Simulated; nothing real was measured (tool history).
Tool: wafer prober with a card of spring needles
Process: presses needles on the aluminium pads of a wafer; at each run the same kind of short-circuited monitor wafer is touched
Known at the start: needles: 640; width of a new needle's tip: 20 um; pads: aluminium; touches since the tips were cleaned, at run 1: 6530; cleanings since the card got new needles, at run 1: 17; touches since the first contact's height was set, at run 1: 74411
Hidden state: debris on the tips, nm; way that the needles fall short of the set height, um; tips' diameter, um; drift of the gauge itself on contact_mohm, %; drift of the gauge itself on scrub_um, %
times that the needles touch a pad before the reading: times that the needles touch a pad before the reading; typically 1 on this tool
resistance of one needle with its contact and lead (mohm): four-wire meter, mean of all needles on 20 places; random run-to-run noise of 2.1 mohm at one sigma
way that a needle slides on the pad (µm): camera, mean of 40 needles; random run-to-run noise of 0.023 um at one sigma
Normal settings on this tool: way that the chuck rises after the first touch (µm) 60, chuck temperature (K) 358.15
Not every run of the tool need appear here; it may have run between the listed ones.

run	hour	way that the chuck rises after the first touch (µm)	chuck temperature (K)	times that the needles touch a pad before the reading	touches since the tips were cleaned	cleanings since the card got new needles	touches since the first contact's height was set	resistance of one needle with its contact and lead (mohm)	way that a needle slides on the pad (µm)
1	0.0	60	358.15	1	6530	17	74411	276	14.43
# hour 5.8: tips cleaned on abrasive film
2	23.2	60	358.15	1	8612	18	85831	277	14.29
# hour 25.3: tips cleaned on abrasive film
# hour 30.5: height of the first contact set anew
# hour 43.9: tips cleaned on abrasive film
3	43.9	60	358.15	1	0	20	6539	232	14.61
4	55.6	60	358.15	1	5816	20	12355	271	14.61
# hour 62.0: tips cleaned on abrasive film
5	75.6	60	358.15	1	6722	21	22191	273	14.56
# hour 81.0: tips cleaned on abrasive film
6	93.4	48	358.15	1	6142	22	30918	302	11.61
# hour 99.1: tips cleaned on abrasive film
7	114.4	48	358.15	2	7570	23	41251	275	11.56
# hour 118.7: tips cleaned on abrasive film
# hour 138.1: tips cleaned on abrasive film
8	139.4	60	325.15	1	652	25	53517	236	14.44
# hour 156.3: tips cleaned on abrasive film
9	156.3	60	325.15	1	0	26	61826	222	14.42
# hour 175.7: tips cleaned on abrasive film
10	177.3	60	305.15	1	765	27	72140	231	14.38
11	189.6	75	305.15	1	6855	27	78230	253	18.12
# hour 194.8: tips cleaned on abrasive film
# hour 211.7: height of the first contact set anew
12	211.7	75	305.15	1	8189	28	0	252	18.31
# hour 213.3: tips cleaned on abrasive film
# hour 231.3: tips cleaned on abrasive film
13	233.7	60	332.15	1	1170	30	10755	242	14.60
14	245.5	60	358.15	1	6994	30	16579	279	14.61
# hour 249.8: tips cleaned on abrasive film
15	259.5	60	358.15	1	4782	31	23482	273	14.55
# hour 269.2: tips cleaned on abrasive film
16	271.8	60	308.15	1	1274	32	29509	241	14.49
# hour 289.2: tips cleaned on abrasive film
17	294.8	67	320.15	3	2779	33	40837	224	16.21
# hour 308.9: tips cleaned on abrasive film
18	322.9	67	320.15	3	6951	34	54668	231	16.20
# hour 326.9: tips cleaned on abrasive film
# hour 344.7: tips cleaned on abrasive film
19	350.1	67	320.15	3	2635	36	67991	229	16.15
# hour 363.4: tips cleaned on abrasive film
20	365.7	46	331.15	2	1131	37	75664	247	10.96
21	379.9	60	371.15	2	8139	37	82672	263	14.38
# hour 381.9: tips cleaned on abrasive film
# hour 394.2: height of the first contact set anew
22	399.8	60	371.15	2	8699	38	2760	264	14.66
# hour 401.5: tips cleaned on abrasive film
# hour 421.2: tips cleaned on abrasive film
23	427.2	42	358.15	1	2987	40	16225	301	10.15
# hour 439.3: tips cleaned on abrasive film
24	444.8	42	358.15	1	2719	41	24875	308	10.15
# hour 457.4: tips cleaned on abrasive film
25	465.9	42	358.15	1	4190	42	35242	317	10.12
# hour 477.4: tips cleaned on abrasive film
26	483.3	72	310.15	1	2909	43	43788	242	17.46
# hour 495.8: tips cleaned on abrasive film
27	499.9	60	343.15	2	1984	44	51925	244	14.48
# hour 514.9: tips cleaned on abrasive film
28	519.5	51	316.15	1	2247	45	61572	269	12.25
# hour 534.4: tips cleaned on abrasive film
29	544.7	51	316.15	1	5082	46	73971	292	12.19
# hour 553.0: tips cleaned on abrasive film
# hour 571.0: tips cleaned on abrasive film
30	571.0	76	309.15	3	0	48	86873	214	18.21
# hour 576.3: height of the first contact set anew
# hour 589.3: tips cleaned on abrasive film
31	597.1	66	317.15	1	3847	49	10214	251	16.09
# hour 608.5: tips cleaned on abrasive film
32	618.6	66	317.15	1	5015	50	20806	262	16.03

Hidden condition of the tool, last listed run before each entry between runs versus first listed run after:
Between runs 1 and 2: tips cleaned on abrasive film (hour 5.8)
  debris on the tips, nm: 61.6 -> 66.6; way that the needles fall short of the set height, um: 0.98 -> 1.14; tips' diameter, um: 20.67 -> 20.72
  measured result minus the result with no hidden state, resistance of one needle with its contact and lead (mohm): +50 -> +53; way that a needle slides on the pad (µm): -0.24 -> -0.28
Between runs 2 and 3: tips cleaned on abrasive film (hour 25.3); height of the first contact set anew (hour 30.5); tips cleaned on abrasive film (hour 43.9)
  debris on the tips, nm: 66.6 -> 4.7; way that the needles fall short of the set height, um: 1.14 -> 0.15; tips' diameter, um: 20.72 -> 20.83
  measured result minus the result with no hidden state, resistance of one needle with its contact and lead (mohm): +53 -> +4; way that a needle slides on the pad (µm): -0.28 -> -0.03
Between runs 4 and 5: tips cleaned on abrasive film (hour 62.0)
  debris on the tips, nm: 60.3 -> 62.1; way that the needles fall short of the set height, um: 0.15 -> 0.27; tips' diameter, um: 20.83 -> 20.87
  measured result minus the result with no hidden state, resistance of one needle with its contact and lead (mohm): +46 -> +49; way that a needle slides on the pad (µm): -0.04 -> -0.07
Between runs 5 and 6: tips cleaned on abrasive film (hour 81.0)
  debris on the tips, nm: 62.1 -> 60.6; way that the needles fall short of the set height, um: 0.27 -> 0.36; tips' diameter, um: 20.87 -> 20.9
  measured result minus the result with no hidden state, resistance of one needle with its contact and lead (mohm): +49 -> +71; way that a needle slides on the pad (µm): -0.07 -> -0.08
Between runs 6 and 7: tips cleaned on abrasive film (hour 99.1)
  debris on the tips, nm: 60.6 -> 65.7; way that the needles fall short of the set height, um: 0.36 -> 0.5; tips' diameter, um: 20.9 -> 20.95
  measured result minus the result with no hidden state, resistance of one needle with its contact and lead (mohm): +71 -> +47; way that a needle slides on the pad (µm): -0.08 -> -0.12
Between runs 7 and 8: tips cleaned on abrasive film (hour 118.7); tips cleaned on abrasive film (hour 138.1)
  debris on the tips, nm: 65.7 -> 16.5; way that the needles fall short of the set height, um: 0.5 -> 0.71; tips' diameter, um: 20.95 -> 21.02
  measured result minus the result with no hidden state, resistance of one needle with its contact and lead (mohm): +47 -> +15; way that a needle slides on the pad (µm): -0.12 -> -0.17
Between runs 8 and 9: tips cleaned on abrasive film (hour 156.3)
  debris on the tips, nm: 16.5 -> 3.8; way that the needles fall short of the set height, um: 0.71 -> 0.81; tips' diameter, um: 21.02 -> 21.06
  measured result minus the result with no hidden state, resistance of one needle with its contact and lead (mohm): +15 -> +4; way that a needle slides on the pad (µm): -0.17 -> -0.20
Between runs 9 and 10: tips cleaned on abrasive film (hour 175.7)
  debris on the tips, nm: 3.8 -> 19.3; way that the needles fall short of the set height, um: 0.81 -> 0.92; tips' diameter, um: 21.06 -> 21.09
  measured result minus the result with no hidden state, resistance of one needle with its contact and lead (mohm): +4 -> +18; way that a needle slides on the pad (µm): -0.20 -> -0.22
Between runs 11 and 12: tips cleaned on abrasive film (hour 194.8); height of the first contact set anew (hour 211.7)
  debris on the tips, nm: 63.6 -> 66.1; way that the needles fall short of the set height, um: 0.92 -> 0; tips' diameter, um: 21.09 -> 21.15
  measured result minus the result with no hidden state, resistance of one needle with its contact and lead (mohm): +39 -> +39; way that a needle slides on the pad (µm): -0.23 -> +0.00
Between runs 12 and 13: tips cleaned on abrasive film (hour 213.3); tips cleaned on abrasive film (hour 231.3)
  debris on the tips, nm: 66.1 -> 26.5; way that the needles fall short of the set height, um: 0 -> 0.26; tips' diameter, um: 21.15 -> 21.24
  measured result minus the result with no hidden state, resistance of one needle with its contact and lead (mohm): +39 -> +23; way that a needle slides on the pad (µm): +0.00 -> -0.06
Between runs 14 and 15: tips cleaned on abrasive film (hour 249.8)
  debris on the tips, nm: 64.6 -> 53.3; way that the needles fall short of the set height, um: 0.26 -> 0.35; tips' diameter, um: 21.24 -> 21.27
  measured result minus the result with no hidden state, resistance of one needle with its contact and lead (mohm): +53 -> +44; way that a needle slides on the pad (µm): -0.06 -> -0.09
Between runs 15 and 16: tips cleaned on abrasive film (hour 269.2)
  debris on the tips, nm: 53.3 -> 28.8; way that the needles fall short of the set height, um: 0.35 -> 0.47; tips' diameter, um: 21.27 -> 21.31
  measured result minus the result with no hidden state, resistance of one needle with its contact and lead (mohm): +44 -> +26; way that a needle slides on the pad (µm): -0.09 -> -0.12
Between runs 16 and 17: tips cleaned on abrasive film (hour 289.2)
  debris on the tips, nm: 28.8 -> 40.8; way that the needles fall short of the set height, um: 0.47 -> 0.62; tips' diameter, um: 21.31 -> 21.37
  measured result minus the result with no hidden state, resistance of one needle with its contact and lead (mohm): +26 -> +12; way that a needle slides on the pad (µm): -0.12 -> -0.15
Between runs 17 and 18: tips cleaned on abrasive film (hour 308.9)
  debris on the tips, nm: 40.8 -> 63.5; way that the needles fall short of the set height, um: 0.62 -> 0.77; tips' diameter, um: 21.37 -> 21.42
  measured result minus the result with no hidden state, resistance of one needle with its contact and lead (mohm): +12 -> +17; way that a needle slides on the pad (µm): -0.15 -> -0.19
Between runs 18 and 19: tips cleaned on abrasive film (hour 326.9); tips cleaned on abrasive film (hour 344.7)
  debris on the tips, nm: 63.5 -> 44; way that the needles fall short of the set height, um: 0.77 -> 1; tips' diameter, um: 21.42 -> 21.5
  measured result minus the result with no hidden state, resistance of one needle with its contact and lead (mohm): +17 -> +13; way that a needle slides on the pad (µm): -0.19 -> -0.24
Between runs 19 and 20: tips cleaned on abrasive film (hour 363.4)
  debris on the tips, nm: 44 -> 25.2; way that the needles fall short of the set height, um: 1 -> 1.09; tips' diameter, um: 21.5 -> 21.53
  measured result minus the result with no hidden state, resistance of one needle with its contact and lead (mohm): +13 -> +23; way that a needle slides on the pad (µm): -0.24 -> -0.26
Between runs 21 and 22: tips cleaned on abrasive film (hour 381.9); height of the first contact set anew (hour 394.2)
  debris on the tips, nm: 67.4 -> 67.5; way that the needles fall short of the set height, um: 1.09 -> 0; tips' diameter, um: 21.53 -> 21.57
  measured result minus the result with no hidden state, resistance of one needle with its contact and lead (mohm): +35 -> +33; way that a needle slides on the pad (µm): -0.26 -> +0.00
Between runs 22 and 23: tips cleaned on abrasive film (hour 401.5); tips cleaned on abrasive film (hour 421.2)
  debris on the tips, nm: 67.5 -> 41.4; way that the needles fall short of the set height, um: 0 -> 0.26; tips' diameter, um: 21.57 -> 21.66
  measured result minus the result with no hidden state, resistance of one needle with its contact and lead (mohm): +33 -> +67; way that a needle slides on the pad (µm): +0.00 -> -0.06
Between runs 23 and 24: tips cleaned on abrasive film (hour 439.3)
  debris on the tips, nm: 41.4 -> 45.1; way that the needles fall short of the set height, um: 0.26 -> 0.41; tips' diameter, um: 21.66 -> 21.71
  measured result minus the result with no hidden state, resistance of one needle with its contact and lead (mohm): +67 -> +74; way that a needle slides on the pad (µm): -0.06 -> -0.10
Between runs 24 and 25: tips cleaned on abrasive film (hour 457.4)
  debris on the tips, nm: 45.1 -> 52.8; way that the needles fall short of the set height, um: 0.41 -> 0.51; tips' diameter, um: 21.71 -> 21.75
  measured result minus the result with no hidden state, resistance of one needle with its contact and lead (mohm): +74 -> +86; way that a needle slides on the pad (µm): -0.10 -> -0.13
Between runs 25 and 26: tips cleaned on abrasive film (hour 477.4)
  debris on the tips, nm: 52.8 -> 41.6; way that the needles fall short of the set height, um: 0.51 -> 0.64; tips' diameter, um: 21.75 -> 21.79
  measured result minus the result with no hidden state, resistance of one needle with its contact and lead (mohm): +86 -> +29; way that a needle slides on the pad (µm): -0.13 -> -0.16
Between runs 26 and 27: tips cleaned on abrasive film (hour 495.8)
  debris on the tips, nm: 41.6 -> 33.3; way that the needles fall short of the set height, um: 0.64 -> 0.75; tips' diameter, um: 21.79 -> 21.83
  measured result minus the result with no hidden state, resistance of one needle with its contact and lead (mohm): +29 -> +19; way that a needle slides on the pad (µm): -0.16 -> -0.19
Between runs 27 and 28: tips cleaned on abrasive film (hour 514.9)
  debris on the tips, nm: 33.3 -> 36.6; way that the needles fall short of the set height, um: 0.75 -> 0.86; tips' diameter, um: 21.83 -> 21.87
  measured result minus the result with no hidden state, resistance of one needle with its contact and lead (mohm): +19 -> +47; way that a needle slides on the pad (µm): -0.19 -> -0.21
Between runs 28 and 29: tips cleaned on abrasive film (hour 534.4)
  debris on the tips, nm: 36.6 -> 57; way that the needles fall short of the set height, um: 0.86 -> 0.97; tips' diameter, um: 21.87 -> 21.91
  measured result minus the result with no hidden state, resistance of one needle with its contact and lead (mohm): +47 -> +72; way that a needle slides on the pad (µm): -0.21 -> -0.23
Between runs 29 and 30: tips cleaned on abrasive film (hour 553.0); tips cleaned on abrasive film (hour 571.0)
  debris on the tips, nm: 57 -> 5.9; way that the needles fall short of the set height, um: 0.97 -> 1.2; tips' diameter, um: 21.91 -> 21.99
  measured result minus the result with no hidden state, resistance of one needle with its contact and lead (mohm): +72 -> +3; way that a needle slides on the pad (µm): -0.23 -> -0.29
Between runs 30 and 31: height of the first contact set anew (hour 576.3); tips cleaned on abrasive film (hour 589.3)
  debris on the tips, nm: 5.9 -> 50.9; way that the needles fall short of the set height, um: 1.2 -> 0.09; tips' diameter, um: 21.99 -> 22.02
  measured result minus the result with no hidden state, resistance of one needle with its contact and lead (mohm): +3 -> +39; way that a needle slides on the pad (µm): -0.29 -> -0.02
Between runs 31 and 32: tips cleaned on abrasive film (hour 608.5)
  debris on the tips, nm: 50.9 -> 54.3; way that the needles fall short of the set height, um: 0.09 -> 0.18; tips' diameter, um: 22.02 -> 22.05
  measured result minus the result with no hidden state, resistance of one needle with its contact and lead (mohm): +39 -> +43; way that a needle slides on the pad (µm): -0.02 -> -0.05
